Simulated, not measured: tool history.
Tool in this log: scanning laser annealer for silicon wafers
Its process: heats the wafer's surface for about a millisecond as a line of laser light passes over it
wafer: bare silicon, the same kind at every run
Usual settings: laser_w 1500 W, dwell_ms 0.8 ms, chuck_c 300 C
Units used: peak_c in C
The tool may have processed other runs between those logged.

| run | hour | laser_w | dwell_ms | chuck_c | peak_c |
|---|---|---|---|---|---|
| 1 | 0 | 1500 | 0.8 | 300 | 1037 |
| 2 | 11.7 | 1500 | 0.8 | 300 | 1036 |
| 3 | 19.8 | 1500 | 0.8 | 300 | 1034 |
| 4 | 29.2 | 1500 | 0.8 | 300 | 1034 |
| 5 | 41.4 | 1500 | 0.8 | 294 | 1025 |
| 6 | 51.4 | 1500 | 0.8 | 294 | 1024 |
| 7 | 63.3 | 1500 | 0.8 | 294 | 1023 |
| 8 | 72.7 | 1500 | 0.8 | 294 | 1023 |
| 9 | 88.7 | 1500 | 0.708 | 300 | 980 |
|  | 93.2 | window over the wafer cleaned |
| 10 | 101.4 | 1406 | 0.8 | 300 | 1018 |
| 11 | 112 | 1406 | 0.8 | 300 | 1016 |
| 12 | 123 | 1406 | 0.8 | 300 | 1020 |
| 13 | 137.2 | 1406 | 0.8 | 300 | 1012 |
| 14 | 149.1 | 1500 | 0.8 | 307 | 1072 |
| 15 | 164 | 1347 | 0.997 | 300 | 1076 |
|  | 170.3 | optics aligned, line set to its width |
| 16 | 177 | 1331 | 0.8 | 332 | 1001 |
| 17 | 184.1 | 1393 | 0.634 | 297 | 909 |
| 18 | 197.3 | 1533 | 0.634 | 297 | 975 |
| 19 | 204.7 | 1533 | 0.634 | 297 | 973 |
| 20 | 218.2 | 1533 | 0.634 | 297 | 975 |
| 21 | 225.1 | 1544 | 0.811 | 300 | 1089 |
| 22 | 233.3 | 1544 | 0.811 | 300 | 1085 |
| 23 | 243 | 1336 | 0.92 | 315 | 1040 |
|  | 249.2 | optics aligned, line set to its width, once more |
| 24 | 262.3 | 1315 | 0.792 | 336 | 995 |

Run 25 comes next. What will it give?
| 25 | 274.5 | 1315 | 0.792 | 336 | ? |

{"run 25": {"peak_c": 997}}
With the hidden condition absent and the run-to-run variation left alone, this run would have shown peak_c 1012 C.
